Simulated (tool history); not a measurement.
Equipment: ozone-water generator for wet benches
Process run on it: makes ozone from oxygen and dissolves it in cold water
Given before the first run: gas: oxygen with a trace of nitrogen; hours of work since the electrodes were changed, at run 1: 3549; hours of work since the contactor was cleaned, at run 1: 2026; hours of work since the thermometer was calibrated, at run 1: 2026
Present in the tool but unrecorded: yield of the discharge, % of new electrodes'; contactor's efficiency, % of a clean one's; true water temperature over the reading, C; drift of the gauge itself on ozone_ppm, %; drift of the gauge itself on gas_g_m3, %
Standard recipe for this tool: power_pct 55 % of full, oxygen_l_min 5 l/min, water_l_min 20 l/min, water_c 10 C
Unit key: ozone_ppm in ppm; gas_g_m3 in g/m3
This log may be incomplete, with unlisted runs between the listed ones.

run    hour  power_pct  oxygen_l_min  water_l_min  water_c  hours of work since the electrodes were changed  hours of work since the contactor was cleaned  hours of work since the thermometer was calibrated  ozone_ppm  gas_g_m3
  1       0         55             5           20       10                                             3549                                           2026                                                2026       12.8     133.7
  2    71.8         55             5           20       10                                             3617                                           2094                                                2094       12.8     134.2
  3   224.2         55             5           20       11                                             3761                                           2238                                                2238       12.3     133.8
  4   347.3         55             5           20       11                                             3878                                           2355                                                2355       12.6     132.4
  5   487.1         55             5           20       11                                             4010                                           2487                                                2487       12.4       135
  6   576.6         55             5           19       10                                             4095                                           2572                                                2572       13.4     135.5
  7   696.7         55             5           20       10                                             4209                                           2686                                                2686       12.7     133.5
  8   758.9         55             5           20       10                                             4268                                           2745                                                2745       12.8     132.6
  9   840.4         55             5           20       10                                             4345                                           2822                                                2822       12.5     133.5
      863.3  -- water thermometer calibrated
 10   966.4         55             5           20       10                                             4464                                           2941                                                  98       12.6     133.8
 11  1035.7         55             5           20       10                                             4530                                           3007                                                 163       12.6     135.4
 12  1127.6         55             5           20       10                                             4617                                           3094                                                 250       12.7     134.2
 13    1236         55             5           20       10                                             4720                                           3197                                                 353       12.4     132.7
 14  1311.8         55             5           20       10                                             4791                                           3268                                                 425       12.6     135.2
 15    1424         55             5           20       10                                             4898                                           3375                                                 531       12.4     133.9
 16  1505.9         55             5           20       10                                             4975                                           3452                                                 609       12.6     134.8
 17  1615.9         55             5           20       10                                             5079                                           3557                                                 713       12.6     133.9
 18    1758         55          4.25           20       12                                             5214                                           3691                                                 848       11.9     145.8
 19  1827.5         52          2.53           23        8                                             5280                                           3757                                                 914          9     181.7
 20  1943.2         97             5           20        6                                             5390                                           3867                                                1023         18     182.5
 21  2055.4         41          4.06           20       10                                             5496                                           3973                                                1130       10.4     125.8
 22  2118.6         41          4.06           20       10                                             5556                                           4033                                                1189       10.1     126.2
 23    2215         41          4.06           20       10                                             5647                                           4124                                                1281       10.4     127.7
 24  2291.1         55          6.97           31       12                                             5719                                           4196                                                1353        8.1     112.9
 25  2370.8         55          6.97           31       12                                             5795                                           4272                                                1428        8.1     115.1
 26  2450.3         67             5           20       10                                             5870                                           4347                                                1504       14.2     149.6
 27    2587         55          6.38           17       10                                             6000                                           4477                                                1633         15     117.9
 28  2680.8         55          6.38           17       10                                             6088                                           4566                                                1722         15     116.6
 29  2790.5         55          6.38           17       10                                             6192                                           4670                                                1826         15     118.7
 30  2879.2         91          6.38           17        6                                             6276                                           4754                                                1910         21     156.5
 31  2986.9         55          3.14           16       10                                             6379                                           4856                                                2012       14.7     169.3
 32  3107.3         56          5.01           14        7                                             6493                                           4970                                                2126       19.1     135.7
 33  3252.6         49          3.53           19        8                                             6630                                           5107                                                2264       12.2     149.8
 34  3374.7         49          3.53           19        8                                             6746                                           5223                                                2380         12     147.5

For each entry between runs, how does the tool's hidden state at the last listed run before it compare with that at the first listed run after it?
Run 9 -> run 10: water thermometer calibrated (hour 863.3)
  no hidden state differs between the two runs

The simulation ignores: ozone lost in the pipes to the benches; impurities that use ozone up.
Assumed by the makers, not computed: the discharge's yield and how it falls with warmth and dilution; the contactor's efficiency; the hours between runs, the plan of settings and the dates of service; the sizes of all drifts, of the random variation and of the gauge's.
